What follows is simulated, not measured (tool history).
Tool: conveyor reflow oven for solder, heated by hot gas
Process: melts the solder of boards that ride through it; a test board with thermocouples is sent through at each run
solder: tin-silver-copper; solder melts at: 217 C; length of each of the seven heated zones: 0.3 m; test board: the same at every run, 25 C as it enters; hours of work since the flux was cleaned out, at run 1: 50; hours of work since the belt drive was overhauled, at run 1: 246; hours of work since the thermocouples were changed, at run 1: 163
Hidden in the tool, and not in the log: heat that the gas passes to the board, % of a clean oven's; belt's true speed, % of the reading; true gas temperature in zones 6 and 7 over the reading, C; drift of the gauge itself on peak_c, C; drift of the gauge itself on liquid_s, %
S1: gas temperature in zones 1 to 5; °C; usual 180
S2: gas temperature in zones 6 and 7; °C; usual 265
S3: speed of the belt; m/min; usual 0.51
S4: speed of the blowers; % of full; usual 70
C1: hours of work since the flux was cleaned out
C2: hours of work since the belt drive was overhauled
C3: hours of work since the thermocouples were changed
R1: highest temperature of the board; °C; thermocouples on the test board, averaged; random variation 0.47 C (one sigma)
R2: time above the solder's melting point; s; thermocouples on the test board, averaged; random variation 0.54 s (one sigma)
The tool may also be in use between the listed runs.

| run | day | S1 | S2 | S3 | S4 | C1 | C2 | C3 | R1 | R2 |
|---|---|---|---|---|---|---|---|---|---|---|
| 1 | 0 | 180 | 265 | 0.51 | 70 | 50 | 246 | 163 | 252.8 | 55.5 |
| 2 | 0.454 | 180 | 265 | 0.51 | 78 | 58 | 253 | 171 | 253.5 | 55.7 |
| 3 | 0.712 | 180 | 265 | 0.51 | 78 | 62 | 258 | 175 | 253.7 | 56.5 |
| 4 | 0.971 | 180 | 265 | 0.51 | 70 | 66 | 262 | 180 | 252.6 | 56.1 |
| 5 | 1.479 | 180 | 265 | 0.51 | 70 | 75 | 271 | 188 | 252.6 | 55.8 |
| 6 | 1.804 | 180 | 265 | 0.51 | 70 | 80 | 276 | 194 | 252.4 | 55.2 |
| 7 | 2.029 | 180 | 265 | 0.51 | 70 | 84 | 280 | 197 | 253.2 | 55.5 |
| 8 | 2.329 | 179 | 265 | 0.51 | 70 | 89 | 285 | 202 | 252.6 | 55.9 |
| 9 | 2.65 | 179 | 265 | 0.51 | 70 | 94 | 290 | 208 | 252.4 | 55.5 |
| 10 | 3.142 | 179 | 265 | 0.51 | 70 | 103 | 298 | 216 | 252.8 | 55.2 |
| 11 | 3.483 | 180 | 265 | 0.51 | 70 | 108 | 304 | 222 | 252.5 | 56.1 |
| 12 | 3.8 | 180 | 265 | 0.51 | 70 | 114 | 310 | 227 | 251.9 | 56.2 |
| 13 | 4.192 | 180 | 265 | 0.51 | 70 | 120 | 316 | 234 | 253 | 55.9 |
| 14 | 4.479 | 180 | 265 | 0.51 | 51 | 125 | 321 | 239 | 248.6 | 51.3 |
| 15 | 4.925 | 180 | 265 | 0.51 | 51 | 133 | 328 | 246 | 248.8 | 51.6 |
| 16 | 5.162 | 180 | 265 | 0.608 | 79 | 137 | 332 | 250 | 249.2 | 44.5 |
| 17 | 5.579 | 180 | 265 | 0.608 | 79 | 144 | 339 | 257 | 249.1 | 43.7 |
| 18 | 5.854 | 180 | 265 | 0.51 | 59 | 148 | 344 | 262 | 250.2 | 54.3 |
| 19 | 6.129 | 167 | 265 | 0.51 | 69 | 153 | 349 | 266 | 249.3 | 49.7 |
| 20 | 6.367 | 167 | 265 | 0.51 | 69 | 157 | 353 | 270 | 250.4 | 50.2 |
| 21 | 6.825 | 167 | 265 | 0.51 | 69 | 164 | 360 | 278 | 250.4 | 49.1 |
| 22 | 7.15 | 169 | 257 | 0.557 | 86 | 170 | 366 | 283 | 243.8 | 42.5 |
| 23 | 7.692 | 168 | 265 | 0.51 | 67 | 179 | 375 | 292 | 248.9 | 50 |
| 24 | 8.083 | 168 | 265 | 0.473 | 83 | 186 | 381 | 299 | 254.6 | 58.8 |
| 25 | 8.396 | 168 | 265 | 0.473 | 83 | 191 | 387 | 304 | 255.4 | 59.3 |
|  | 8.858 | flux residue cleaned out of gas plates and filters |
| 26 | 9.1 | 172 | 265 | 0.609 | 83 | 4 | 395 | 313 | 248.8 | 40.5 |
| 27 | 9.508 | 172 | 265 | 0.609 | 72 | 11 | 402 | 320 | 246 | 39 |
| 28 | 9.738 | 180 | 258 | 0.525 | 70 | 15 | 406 | 323 | 245.6 | 49 |
| 29 | 9.983 | 180 | 273 | 0.427 | 68 | 19 | 410 | 327 | 264.9 | 75.1 |
| 30 | 10.492 | 180 | 273 | 0.427 | 68 | 27 | 418 | 336 | 263.3 | 75.5 |

Forecast each of these 3 alternatives for the next run:
| A | 10.825 | 185 | 261 | 0.427 | 68 | 33 | 424 | 342 | ? | ? |
| B | 10.825 | 180 | 265 | 0.411 | 70 | 33 | 424 | 342 | ? | ? |
| C | 10.825 | 193 | 273 | 0.427 | 56 | 33 | 424 | 342 | ? | ? |

| run | R1 | R2 |
|---|---|---|
| A | 252.7 | 70.5 |
| B | 257.5 | 75.6 |
| C | 263 | 79 |
Without the tool's hidden state the same runs would have given:
| run | R1 | R2 |
|---|---|---|
| A | 252.6 | 70.4 |
| B | 257.4 | 75.5 |
| C | 263 | 79 |
